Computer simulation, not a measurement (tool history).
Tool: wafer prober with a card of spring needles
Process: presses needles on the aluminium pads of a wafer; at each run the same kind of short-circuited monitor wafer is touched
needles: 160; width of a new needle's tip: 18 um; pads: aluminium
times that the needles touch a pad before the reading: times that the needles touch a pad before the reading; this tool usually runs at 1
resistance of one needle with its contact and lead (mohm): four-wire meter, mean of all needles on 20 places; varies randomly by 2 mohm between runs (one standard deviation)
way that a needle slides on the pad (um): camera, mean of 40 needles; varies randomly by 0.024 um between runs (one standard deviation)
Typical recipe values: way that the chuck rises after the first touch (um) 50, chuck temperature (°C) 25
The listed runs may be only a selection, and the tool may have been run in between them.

| run | hour | way that the chuck rises after the first touch (um) | chuck temperature (°C) | times that the needles touch a pad before the reading | resistance of one needle with its contact and lead (mohm) | way that a needle slides on the pad (um) |
|---|---|---|---|---|---|---|
| 1 | 0.0 | 50 | 25 | 1 | 215 | 10.39 |
| 2 | 15.0 | 50 | 25 | 1 | 219 | 10.41 |
| 3 | 26.1 | 50 | 25 | 1 | 217 | 10.41 |
| 4 | 38.9 | 50 | 25 | 2 | 218 | 10.46 |
| 5 | 50.7 | 50 | 25 | 2 | 219 | 10.48 |
|  | 55.9 | tips cleaned on abrasive film |
| 6 | 63.7 | 50 | 36 | 1 | 218 | 10.48 |
| 7 | 73.0 | 50 | 42 | 1 | 221 | 10.49 |
| 8 | 86.3 | 50 | 42 | 1 | 221 | 10.56 |
| 9 | 99.7 | 49 | 25 | 1 | 217 | 10.30 |
|  | 112.0 | tips cleaned on abrasive film |
| 10 | 114.4 | 49 | 25 | 1 | 221 | 10.27 |
| 11 | 123.6 | 49 | 25 | 3 | 216 | 10.32 |
| 12 | 131.0 | 49 | 25 | 3 | 215 | 10.31 |
| 13 | 146.0 | 49 | 25 | 3 | 214 | 10.35 |
| 14 | 152.7 | 49 | 25 | 3 | 214 | 10.35 |
|  | 158.8 | gauge calibrated |
| 15 | 160.4 | 50 | 25 | 1 | 221 | 10.43 |
|  | 168.6 | tips cleaned on abrasive film |
| 16 | 175.4 | 50 | 25 | 1 | 215 | 10.44 |
| 17 | 188.6 | 50 | 25 | 3 | 220 | 10.45 |
| 18 | 197.5 | 50 | 25 | 3 | 217 | 10.49 |
| 19 | 208.9 | 50 | 25 | 3 | 218 | 10.46 |
| 20 | 215.3 | 50 | 25 | 3 | 214 | 10.49 |
|  | 225.1 | tips cleaned on abrasive film |
| 21 | 225.9 | 32 | 38 | 2 | 226 | 6.69 |
| 22 | 234.6 | 33 | 111 | 1 | 247 | 6.91 |
| 23 | 245.8 | 50 | 34 | 1 | 218 | 10.48 |
| 24 | 253.6 | 50 | 34 | 1 | 222 | 10.48 |
| 25 | 267.4 | 35 | 34 | 1 | 224 | 7.39 |
| 26 | 279.5 | 35 | 34 | 1 | 224 | 7.39 |
|  | 281.6 | tips cleaned on abrasive film |
| 27 | 295.2 | 66 | 115 | 1 | 239 | 13.90 |
|  | 304.2 | gauge calibrated |
| 28 | 304.5 | 66 | 115 | 1 | 236 | 13.77 |
| 29 | 315.3 | 65 | 25 | 3 | 213 | 13.53 |
| 30 | 322.5 | 50 | 26 | 1 | 218 | 10.47 |
| 31 | 331.9 | 50 | 110 | 1 | 241 | 10.42 |
|  | 337.0 | tips cleaned on abrasive film |
| 32 | 339.8 | 50 | 110 | 1 | 234 | 10.44 |
| 33 | 348.8 | 50 | 110 | 1 | 236 | 10.47 |
| 34 | 361.6 | 52 | 39 | 3 | 222 | 10.86 |
| 35 | 375.9 | 52 | 39 | 3 | 218 | 10.92 |

Each row is a separate what-if for the run after 35, all from the same tool condition, not one after another. Results?
| A | 384.0 | 44 | 123 | 3 | ? | ? |
| B | 384.0 | 47 | 53 | 2 | ? | ? |
| C | 384.0 | 52 | 49 | 2 | ? | ? |
| D | 384.0 | 53 | 69 | 3 | ? | ? |

| run | resistance of one needle with its contact and lead (mohm) | way that a needle slides on the pad (um) |
|---|---|---|
| A | 244 | 9.23 |
| B | 225 | 9.85 |
| C | 222 | 10.93 |
| D | 226 | 11.08 |
With the hidden condition removed and each run's random variation left untouched, the same runs would have given:
| run | resistance of one needle with its contact and lead (mohm) | way that a needle slides on the pad (um) |
|---|---|---|
| A | 244 | 9.17 |
| B | 225 | 9.79 |
| C | 222 | 10.86 |
| D | 226 | 11.02 |
